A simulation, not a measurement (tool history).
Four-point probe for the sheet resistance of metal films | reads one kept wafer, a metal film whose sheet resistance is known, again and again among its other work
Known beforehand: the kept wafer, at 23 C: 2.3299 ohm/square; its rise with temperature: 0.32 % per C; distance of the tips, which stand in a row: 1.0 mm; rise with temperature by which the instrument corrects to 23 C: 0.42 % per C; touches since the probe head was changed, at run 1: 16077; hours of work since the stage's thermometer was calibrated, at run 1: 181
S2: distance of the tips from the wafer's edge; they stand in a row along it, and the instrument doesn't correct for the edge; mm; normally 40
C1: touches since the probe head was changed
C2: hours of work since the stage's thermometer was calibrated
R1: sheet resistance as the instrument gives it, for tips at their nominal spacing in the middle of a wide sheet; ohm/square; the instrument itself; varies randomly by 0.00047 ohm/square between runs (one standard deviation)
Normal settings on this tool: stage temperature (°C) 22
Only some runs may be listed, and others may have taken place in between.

Run 1, hour 0.0: usual settings; C1 16077; C2 181. Result: R1 2.333318 ohm/square.
Run 2, hour 20.3: usual settings; C1 16376; C2 194. Result: R1 2.332812 ohm/square.
Run 3, hour 49.7: usual settings but S2 7 mm; C1 16809; C2 213. Result: R1 2.357950 ohm/square.
Run 4, hour 80.1: usual settings but stage temperature (°C) 30; C1 17258; C2 233. Result: R1 2.315012 ohm/square.
Run 5, hour 93.0: usual settings but stage temperature (°C) 30; C1 17448; C2 242. Result: R1 2.315290 ohm/square.
Run 6, hour 114.7: usual settings but stage temperature (°C) 20; C1 17768; C2 256. Result: R1 2.337339 ohm/square.
Run 7, hour 129.5: usual settings but stage temperature (°C) 33; C1 17986; C2 265. Result: R1 2.308845 ohm/square.
Run 8, hour 152.6: usual settings but stage temperature (°C) 34; C1 18326; C2 281. Result: R1 2.307279 ohm/square.
Run 9, hour 176.2: usual settings but stage temperature (°C) 34; C1 18674; C2 296. Result: R1 2.306417 ohm/square.
Run 10, hour 204.7: usual settings but stage temperature (°C) 34; C1 19095; C2 314. Result: R1 2.307102 ohm/square.
Run 11, hour 217.6: usual settings but stage temperature (°C) 23, S2 13 mm; C1 19284; C2 323. Result: R1 2.338050 ohm/square.
Run 12, hour 234.1: usual settings but stage temperature (°C) 25, S2 17 mm; C1 19527; C2 334. Result: R1 2.329849 ohm/square.
Run 13, hour 257.4: usual settings but stage temperature (°C) 31, S2 45 mm; C1 19871; C2 349. Result: R1 2.313564 ohm/square.
Run 14, hour 271.1: usual settings but stage temperature (°C) 31, S2 45 mm; C1 20073; C2 358. Result: R1 2.312263 ohm/square.
Run 15, hour 296.6: usual settings but stage temperature (°C) 30, S2 8 mm; C1 20449; C2 374. Result: R1 2.333706 ohm/square.
Run 16, hour 315.2: usual settings but stage temperature (°C) 34, S2 15 mm; C1 20723; C2 386. Result: R1 2.310911 ohm/square.
Run 17, hour 329.4: usual settings but stage temperature (°C) 30, S2 6 mm; C1 20932; C2 396. Result: R1 2.348132 ohm/square.
Run 18, hour 359.3: usual settings but stage temperature (°C) 26, S2 6 mm; C1 21373; C2 415. Result: R1 2.357368 ohm/square.
Run 19, hour 385.7: usual settings but stage temperature (°C) 30, S2 6 mm; C1 21762; C2 432. Result: R1 2.348354 ohm/square.
Run 20, hour 404.1: usual settings but stage temperature (°C) 25, S2 13 mm; C1 22033; C2 444. Result: R1 2.333260 ohm/square.

Each row is a separate what-if for the run after 20, all from the same tool condition, not one after another. Results?
Run A, hour 424.6: usual settings but stage temperature (°C) 31, S2 66 mm; C1 22336; C2 458. Result: R1 ?.
Run B, hour 424.6: usual settings but stage temperature (°C) 30, S2 41 mm; C1 22336; C2 458. Result: R1 ?.
Run C, hour 424.6: usual settings but stage temperature (°C) 19, S2 59 mm; C1 22336; C2 458. Result: R1 ?.

run        R1
  A  2.312388
  B  2.315330
  C  2.339398
Stripped of hidden state, with their random variation kept, the same runs would have yielded:
run        R1
  A  2.312400
  B  2.315342
  C  2.339410

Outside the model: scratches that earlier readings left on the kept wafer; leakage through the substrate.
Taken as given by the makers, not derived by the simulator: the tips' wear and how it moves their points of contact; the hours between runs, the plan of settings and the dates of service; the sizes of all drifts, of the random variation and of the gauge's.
